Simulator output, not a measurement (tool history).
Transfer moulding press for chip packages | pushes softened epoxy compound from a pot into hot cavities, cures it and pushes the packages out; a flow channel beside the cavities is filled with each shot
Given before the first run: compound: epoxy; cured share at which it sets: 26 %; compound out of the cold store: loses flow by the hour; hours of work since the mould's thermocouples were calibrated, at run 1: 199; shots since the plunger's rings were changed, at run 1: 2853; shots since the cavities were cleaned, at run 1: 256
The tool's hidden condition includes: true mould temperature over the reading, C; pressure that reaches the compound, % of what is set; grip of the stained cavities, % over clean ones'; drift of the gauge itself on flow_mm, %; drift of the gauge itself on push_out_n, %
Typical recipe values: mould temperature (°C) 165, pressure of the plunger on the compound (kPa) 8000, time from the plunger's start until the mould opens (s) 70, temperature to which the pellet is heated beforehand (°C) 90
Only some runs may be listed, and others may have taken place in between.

run,hour,mould temperature (°C),pressure of the plunger on the compound (kPa),time from the plunger's start until the mould opens (s),temperature to which the pellet is heated beforehand (°C),hours of work since the mould's thermocouples were calibrated,shots since the plunger's rings were changed,shots since the cavities were cleaned,incoming compound's hours out of the cold store,length that the compound runs in the flow channel (mm),greatest force on the pins that push the packages out (N)
1,0,165,8000,70,90,199,2853,256,34.6,829,1059
2,14.4,165,8000,70,90,205,3004,407,26.2,856,1137
3,28.6,165,8000,67,90,212,3152,555,16.9,869,1368
4,35.9,165,8000,67,90,215,3228,631,17.8,868,1418
5,47.6,165,8000,70,90,220,3350,753,29.2,833,1322
6,58.3,165,8000,70,90,224,3461,864,45.9,798,1277
7,69.9,165,8000,70,90,229,3583,986,16.3,872,1343
# hour 82.8: cavities cleaned with cleaning compound and waxed
8,84.9,169,8000,70,90,235,3724,22,24.4,841,547
9,98.6,165,8000,70,90,241,3866,164,19.1,862,952
10,110.5,165,8000,70,90,246,3991,289,10.3,881,1096
11,124.1,165,8000,70,90,252,4132,430,28.4,830,1202
12,132.5,164,8000,70,90,255,4220,518,9,876,1363
13,142.9,164,8000,70,90,260,4329,627,19.3,851,1379
14,157.1,164,8000,70,90,266,4477,775,20.3,858,1426
15,171,164,8000,70,90,272,4622,920,27.2,842,1445
16,183.5,167,8000,70,90,277,4752,1050,44.1,790,1132
# hour 189.8: cavities cleaned with cleaning compound and waxed
17,193.2,167,8000,70,90,281,4838,35,44.6,782,602
18,205.9,165,6570,100,90,286,4971,168,25.2,753,593
19,214.9,162,8160,105,90,290,5064,261,15.1,883,668
20,227.4,165,6130,54,98,295,5195,392,17.3,744,2213
# hour 234: plunger's sealing rings changed
21,243.6,160,7320,97,90,301,100,535,35.9,839,884
22,251.6,160,7320,97,90,305,184,619,10.1,898,926
23,259.2,165,8000,57,90,308,262,697,44,832,2136
24,272.9,165,8000,57,90,314,406,841,15.1,911,2327
25,285.6,166,9900,106,94,319,539,974,29.5,957,764
26,293.3,172,7430,74,95,323,619,1054,36.6,811,877
# hour 300.6: cavities cleaned with cleaning compound and waxed
27,309.4,165,8000,50,90,329,771,92,10.3,918,1940
28,324.9,165,8000,50,90,335,933,254,11.6,919,2475
29,337.8,159,6710,106,90,341,1067,388,45.1,767,779

Each row is a separate what-if for the run after 29, all from the same tool condition, not one after another. Results?
A,352.9,159,8030,91,83,348,1225,546,43.4,?,?
B,352.9,170,6480,106,84,348,1225,546,26.5,?,?
C,352.9,168,9590,70,90,348,1225,546,16.5,?,?
D,352.9,167,8590,70,89,348,1225,546,24.2,?,?

run,length that the compound runs in the flow channel (mm),greatest force on the pins that push the packages out (N)
A,840,1076
B,765,723
C,970,1082
D,917,1139
With the hidden condition removed and each run's random variation left untouched, the same runs would have given:
run,length that the compound runs in the flow channel (mm),greatest force on the pins that push the packages out (N)
A,853,522
B,777,363
C,985,522
D,931,549
